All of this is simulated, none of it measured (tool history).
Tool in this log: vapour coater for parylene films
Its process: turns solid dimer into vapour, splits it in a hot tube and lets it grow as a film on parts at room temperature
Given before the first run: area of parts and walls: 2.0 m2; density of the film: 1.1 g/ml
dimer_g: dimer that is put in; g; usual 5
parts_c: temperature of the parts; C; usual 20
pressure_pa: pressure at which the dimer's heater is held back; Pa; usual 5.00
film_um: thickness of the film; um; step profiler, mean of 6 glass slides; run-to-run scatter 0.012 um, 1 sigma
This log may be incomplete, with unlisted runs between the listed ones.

run 1 hour=0.0 | dimer_g=5 parts_c=20 pressure_pa=5.00 | film_um=1.38
run 2 hour=31.1 | dimer_g=5 parts_c=20 pressure_pa=5.00 | film_um=1.37
run 3 hour=75.3 | dimer_g=5 parts_c=20 pressure_pa=5.00 | film_um=1.36
-- hour=116.2 trap's valve overhauled
run 4 hour=129.6 | dimer_g=5 parts_c=20 pressure_pa=5.00 | film_um=1.46
run 5 hour=166.1 | dimer_g=5 parts_c=20 pressure_pa=5.00 | film_um=1.46
run 6 hour=211.1 | dimer_g=5 parts_c=20 pressure_pa=5.00 | film_um=1.44
run 7 hour=246.8 | dimer_g=5 parts_c=20 pressure_pa=5.00 | film_um=1.42
run 8 hour=269.6 | dimer_g=5 parts_c=20 pressure_pa=5.00 | film_um=1.43
run 9 hour=306.0 | dimer_g=5 parts_c=20 pressure_pa=5.00 | film_um=1.38
run 10 hour=345.1 | dimer_g=5 parts_c=20 pressure_pa=5.00 | film_um=1.40
run 11 hour=380.3 | dimer_g=5 parts_c=20 pressure_pa=5.00 | film_um=1.38
run 12 hour=422.5 | dimer_g=5 parts_c=20 pressure_pa=5.00 | film_um=1.37
run 13 hour=443.5 | dimer_g=5 parts_c=20 pressure_pa=5.00 | film_um=1.36
-- hour=468.9 trap's valve overhauled
run 14 hour=479.1 | dimer_g=5 parts_c=13 pressure_pa=5.00 | film_um=1.98
run 15 hour=507.7 | dimer_g=4 parts_c=13 pressure_pa=5.00 | film_um=1.58
run 16 hour=537.8 | dimer_g=4 parts_c=13 pressure_pa=5.00 | film_um=1.59
run 17 hour=588.0 | dimer_g=4 parts_c=13 pressure_pa=5.00 | film_um=1.55
run 18 hour=634.2 | dimer_g=5 parts_c=20 pressure_pa=5.00 | film_um=1.41
run 19 hour=679.0 | dimer_g=5 parts_c=16 pressure_pa=5.00 | film_um=1.65
run 20 hour=699.5 | dimer_g=5 parts_c=12 pressure_pa=5.00 | film_um=2.00
run 21 hour=729.8 | dimer_g=5 parts_c=20 pressure_pa=5.00 | film_um=1.36
run 22 hour=776.9 | dimer_g=5 parts_c=20 pressure_pa=5.00 | film_um=1.35
run 23 hour=804.4 | dimer_g=5 parts_c=20 pressure_pa=5.00 | film_um=1.38
-- hour=820.1 trap's valve overhauled
run 24 hour=834.1 | dimer_g=7 parts_c=12 pressure_pa=4.35 | film_um=2.96
run 25 hour=866.9 | dimer_g=7 parts_c=12 pressure_pa=4.35 | film_um=2.90
run 26 hour=892.3 | dimer_g=4 parts_c=14 pressure_pa=10.20 | film_um=1.33
run 27 hour=914.7 | dimer_g=4 parts_c=13 pressure_pa=10.20 | film_um=1.39
run 28 hour=942.9 | dimer_g=4 parts_c=13 pressure_pa=10.20 | film_um=1.37
run 29 hour=967.6 | dimer_g=4 parts_c=13 pressure_pa=4.40 | film_um=1.57
run 30 hour=1015.8 | dimer_g=7 parts_c=16 pressure_pa=9.62 | film_um=2.10
run 31 hour=1049.3 | dimer_g=2 parts_c=20 pressure_pa=5.00 | film_um=0.56
run 32 hour=1092.0 | dimer_g=9 parts_c=15 pressure_pa=8.21 | film_um=2.86
run 33 hour=1128.6 | dimer_g=9 parts_c=15 pressure_pa=8.21 | film_um=2.80
-- hour=1166.5 table's thermometer calibrated
-- hour=1173.1 trap's valve overhauled
run 34 hour=1182.3 | dimer_g=9 parts_c=15 pressure_pa=3.17 | film_um=3.71
run 35 hour=1215.5 | dimer_g=2 parts_c=28 pressure_pa=3.59 | film_um=0.43
run 36 hour=1250.3 | dimer_g=6 parts_c=20 pressure_pa=2.58 | film_um=2.00
run 37 hour=1300.7 | dimer_g=3 parts_c=18 pressure_pa=2.76 | film_um=1.06
run 38 hour=1333.3 | dimer_g=3 parts_c=18 pressure_pa=2.76 | film_um=1.07
run 39 hour=1379.4 | dimer_g=3 parts_c=18 pressure_pa=2.76 | film_um=1.07
run 40 hour=1406.4 | dimer_g=2 parts_c=20 pressure_pa=5.00 | film_um=0.60
run 41 hour=1437.9 | dimer_g=2 parts_c=20 pressure_pa=5.00 | film_um=0.60
run 42 hour=1488.2 | dimer_g=2 parts_c=28 pressure_pa=7.13 | film_um=0.36
run 43 hour=1511.0 | dimer_g=3 parts_c=28 pressure_pa=9.30 | film_um=0.54
-- hour=1525.5 trap's valve overhauled
run 44 hour=1540.8 | dimer_g=3 parts_c=16 pressure_pa=10.59 | film_um=1.00
run 45 hour=1565.8 | dimer_g=3 parts_c=16 pressure_pa=10.59 | film_um=0.96
run 46 hour=1603.6 | dimer_g=3 parts_c=16 pressure_pa=10.59 | film_um=0.97

Each run again, without the hidden state but with its own random variation kept:
The hidden state here: vapour lost through the trap's worn valve, %; true temperature of the parts over the reading, C; drift of the gauge itself on film_um, %.
run=1 film_um=1.54
run=2 film_um=1.53
run=3 film_um=1.54
run=4 film_um=1.55
run=5 film_um=1.55
run=6 film_um=1.55
run=7 film_um=1.54
run=8 film_um=1.56
run=9 film_um=1.51
run=10 film_um=1.55
run=11 film_um=1.53
run=12 film_um=1.54
run=13 film_um=1.54
run=14 film_um=2.11
run=15 film_um=1.69
run=16 film_um=1.71
run=17 film_um=1.69
run=18 film_um=1.55
run=19 film_um=1.83
run=20 film_um=2.22
run=21 film_um=1.52
run=22 film_um=1.53
run=23 film_um=1.57
run=24 film_um=3.14
run=25 film_um=3.10
run=26 film_um=1.44
run=27 film_um=1.51
run=28 film_um=1.51
run=29 film_um=1.73
run=30 film_um=2.34
run=31 film_um=0.63
run=32 film_um=3.24
run=33 film_um=3.20
run=34 film_um=3.72
run=35 film_um=0.43
run=36 film_um=2.04
run=37 film_um=1.09
run=38 film_um=1.11
run=39 film_um=1.12
run=40 film_um=0.63
run=41 film_um=0.63
run=42 film_um=0.39
run=43 film_um=0.58
run=44 film_um=1.01
run=45 film_um=0.98
run=46 film_um=0.99
